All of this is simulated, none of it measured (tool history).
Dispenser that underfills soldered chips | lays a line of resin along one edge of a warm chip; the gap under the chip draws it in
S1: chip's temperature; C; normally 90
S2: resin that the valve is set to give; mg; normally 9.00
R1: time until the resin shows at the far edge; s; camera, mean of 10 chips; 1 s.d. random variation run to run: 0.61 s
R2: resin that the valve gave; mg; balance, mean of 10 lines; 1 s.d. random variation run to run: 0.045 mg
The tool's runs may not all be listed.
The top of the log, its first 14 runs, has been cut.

run 15 day=2.304 | S1=104 S2=9.00 | R1=39.1 R2=8.27
run 16 day=2.458 | S1=104 S2=9.00 | R1=43.0 R2=8.22
-- day=2.533 new syringe of resin
-- day=2.638 dispensing valve cleaned and set on the balance
run 17 day=2.667 | S1=104 S2=9.00 | R1=29.1 R2=8.99
run 18 day=2.775 | S1=90 S2=9.00 | R1=60.7 R2=9.02
run 19 day=2.942 | S1=76 S2=10.80 | R1=136.1 R2=10.72
run 20 day=3.088 | S1=76 S2=10.80 | R1=158.3 R2=10.71
-- day=3.154 new syringe of resin
run 21 day=3.296 | S1=90 S2=9.81 | R1=58.5 R2=9.64
run 22 day=3.454 | S1=83 S2=11.41 | R1=92.6 R2=11.20
run 23 day=3.671 | S1=83 S2=11.41 | R1=115.3 R2=11.23
-- day=3.738 new syringe of resin
run 24 day=3.838 | S1=83 S2=9.75 | R1=74.6 R2=9.54
run 25 day=3.992 | S1=102 S2=11.13 | R1=36.2 R2=10.90
run 26 day=4.138 | S1=98 S2=10.09 | R1=51.8 R2=9.77
-- day=4.308 new syringe of resin
run 27 day=4.371 | S1=102 S2=9.33 | R1=31.0 R2=9.07
run 28 day=4.475 | S1=90 S2=9.05 | R1=58.9 R2=8.75
run 29 day=4.592 | S1=90 S2=9.05 | R1=66.2 R2=8.80
run 30 day=4.733 | S1=97 S2=9.31 | R1=55.1 R2=9.02
-- day=4.883 new syringe of resin
run 31 day=4.967 | S1=97 S2=9.31 | R1=39.0 R2=8.94
run 32 day=5.092 | S1=97 S2=9.31 | R1=44.6 R2=9.03
run 33 day=5.296 | S1=90 S2=9.00 | R1=73.8 R2=8.60
-- day=5.454 new syringe of resin
run 34 day=5.479 | S1=91 S2=9.80 | R1=49.3 R2=9.36
run 35 day=5.571 | S1=92 S2=8.59 | R1=52.0 R2=8.17
run 36 day=5.675 | S1=102 S2=11.02 | R1=37.1 R2=10.53

Predict each of these 4 candidate next runs independently; none follows another, all start after run 36:
run A day=5.850 | S1=98 S2=11.02 | R1=? R2=?
run B day=5.850 | S1=83 S2=9.00 | R1=? R2=?
run C day=5.850 | S1=100 S2=10.50 | R1=? R2=?
run D day=5.850 | S1=95 S2=8.03 | R1=? R2=?

run=A R1=52.3 R2=10.42
run=B R1=106.2 R2=8.60
run=C R1=46.8 R2=9.89
run=D R1=62.5 R2=7.59
Had the tool no hidden state, the same runs would have come out as:
run=A R1=36.7 R2=10.97
run=B R1=74.6 R2=9.05
run=C R1=32.7 R2=10.41
run=D R1=43.5 R2=8.00
